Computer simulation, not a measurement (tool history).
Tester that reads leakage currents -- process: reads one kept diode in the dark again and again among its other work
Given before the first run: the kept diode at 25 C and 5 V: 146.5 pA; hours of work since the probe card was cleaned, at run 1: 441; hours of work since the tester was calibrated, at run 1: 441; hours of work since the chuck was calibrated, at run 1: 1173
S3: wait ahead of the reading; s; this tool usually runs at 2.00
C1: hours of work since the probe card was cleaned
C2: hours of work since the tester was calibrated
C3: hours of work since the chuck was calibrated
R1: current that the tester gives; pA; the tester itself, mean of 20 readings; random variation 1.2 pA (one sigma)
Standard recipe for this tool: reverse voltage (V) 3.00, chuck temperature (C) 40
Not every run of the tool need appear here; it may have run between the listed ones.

run 1 hour=0.0 | reverse_voltage_(V)=3.00 chuck_temperature_(C)=40 S3=2.00 | C1=441 C2=441 C3=1173 | R1=370.86
run 2 hour=109.5 | reverse_voltage_(V)=3.00 chuck_temperature_(C)=40 S3=2.00 | C1=502 C2=502 C3=1234 | R1=367.47
run 3 hour=193.7 | reverse_voltage_(V)=3.00 chuck_temperature_(C)=40 S3=2.00 | C1=549 C2=549 C3=1281 | R1=365.56
run 4 hour=287.6 | reverse_voltage_(V)=3.00 chuck_temperature_(C)=40 S3=2.00 | C1=601 C2=601 C3=1333 | R1=367.20
run 5 hour=398.4 | reverse_voltage_(V)=2.11 chuck_temperature_(C)=40 S3=2.00 | C1=662 C2=662 C3=1394 | R1=321.38
run 6 hour=480.0 | reverse_voltage_(V)=3.00 chuck_temperature_(C)=43 S3=2.00 | C1=707 C2=707 C3=1440 | R1=455.70
run 7 hour=613.8 | reverse_voltage_(V)=3.00 chuck_temperature_(C)=43 S3=2.00 | C1=782 C2=782 C3=1514 | R1=454.74
run 8 hour=711.9 | reverse_voltage_(V)=3.00 chuck_temperature_(C)=43 S3=2.00 | C1=836 C2=836 C3=1568 | R1=454.86
run 9 hour=770.8 | reverse_voltage_(V)=2.26 chuck_temperature_(C)=43 S3=2.00 | C1=869 C2=869 C3=1601 | R1=410.44
run 10 hour=905.7 | reverse_voltage_(V)=8.77 chuck_temperature_(C)=43 S3=2.00 | C1=943 C2=943 C3=1676 | R1=660.78
run 11 hour=975.1 | reverse_voltage_(V)=8.77 chuck_temperature_(C)=43 S3=2.00 | C1=982 C2=982 C3=1714 | R1=659.53
run 12 hour=1092.6 | reverse_voltage_(V)=8.77 chuck_temperature_(C)=43 S3=2.00 | C1=1047 C2=1047 C3=1779 | R1=654.85
run 13 hour=1192.7 | reverse_voltage_(V)=8.77 chuck_temperature_(C)=43 S3=2.00 | C1=1103 C2=1103 C3=1835 | R1=653.58
run 14 hour=1290.2 | reverse_voltage_(V)=3.00 chuck_temperature_(C)=40 S3=2.00 | C1=1157 C2=1157 C3=1889 | R1=352.32
run 15 hour=1406.1 | reverse_voltage_(V)=3.00 chuck_temperature_(C)=40 S3=2.00 | C1=1221 C2=1221 C3=1953 | R1=352.16
-- hour=1415.8 chuck's temperature calibrated
run 16 hour=1504.2 | reverse_voltage_(V)=15.14 chuck_temperature_(C)=40 S3=2.00 | C1=1274 C2=1274 C3=49 | R1=752.10
-- hour=1580.2 probe card cleaned and baked
run 17 hour=1586.3 | reverse_voltage_(V)=3.00 chuck_temperature_(C)=40 S3=0.41 | C1=3 C2=1318 C3=93 | R1=415.06
run 18 hour=1658.6 | reverse_voltage_(V)=3.00 chuck_temperature_(C)=40 S3=0.41 | C1=43 C2=1358 C3=133 | R1=413.02
run 19 hour=1789.8 | reverse_voltage_(V)=3.00 chuck_temperature_(C)=25 S3=2.00 | C1=116 C2=1431 C3=206 | R1=122.12
run 20 hour=1904.2 | reverse_voltage_(V)=6.74 chuck_temperature_(C)=56 S3=4.19 | C1=180 C2=1494 C3=269 | R1=1752.93
run 21 hour=1970.1 | reverse_voltage_(V)=17.17 chuck_temperature_(C)=52 S3=4.19 | C1=216 C2=1531 C3=306 | R1=1835.32
run 22 hour=2103.6 | reverse_voltage_(V)=6.44 chuck_temperature_(C)=40 S3=3.91 | C1=290 C2=1605 C3=380 | R1=530.82
run 23 hour=2187.6 | reverse_voltage_(V)=3.00 chuck_temperature_(C)=50 S3=2.00 | C1=337 C2=1651 C3=426 | R1=851.46
run 24 hour=2292.3 | reverse_voltage_(V)=3.00 chuck_temperature_(C)=50 S3=2.00 | C1=395 C2=1710 C3=484 | R1=848.67
run 25 hour=2424.3 | reverse_voltage_(V)=1.79 chuck_temperature_(C)=32 S3=2.12 | C1=468 C2=1783 C3=558 | R1=177.33
run 26 hour=2495.1 | reverse_voltage_(V)=8.10 chuck_temperature_(C)=42 S3=6.62 | C1=507 C2=1822 C3=597 | R1=657.04
run 27 hour=2606.0 | reverse_voltage_(V)=14.88 chuck_temperature_(C)=51 S3=3.54 | C1=569 C2=1883 C3=658 | R1=1592.59
run 28 hour=2671.3 | reverse_voltage_(V)=14.88 chuck_temperature_(C)=51 S3=3.54 | C1=605 C2=1920 C3=695 | R1=1586.68
run 29 hour=2786.8 | reverse_voltage_(V)=11.93 chuck_temperature_(C)=43 S3=2.00 | C1=669 C2=1984 C3=759 | R1=806.11
run 30 hour=2852.5 | reverse_voltage_(V)=3.00 chuck_temperature_(C)=50 S3=2.00 | C1=706 C2=2020 C3=795 | R1=836.60
run 31 hour=2992.4 | reverse_voltage_(V)=5.37 chuck_temperature_(C)=50 S3=2.00 | C1=783 C2=2098 C3=873 | R1=1021.35
run 32 hour=3079.5 | reverse_voltage_(V)=5.37 chuck_temperature_(C)=50 S3=2.00 | C1=831 C2=2146 C3=921 | R1=1012.04

Run 33 is up next; what results do you expect?
run 33 hour=3182.6 | reverse_voltage_(V)=5.05 chuck_temperature_(C)=57 S3=1.36 | C1=889 C2=2203 C3=978 | R1=?

R1: 1627.01 pA
Minus the tool's unlogged condition, the same run would have read R1 1713.07 pA.
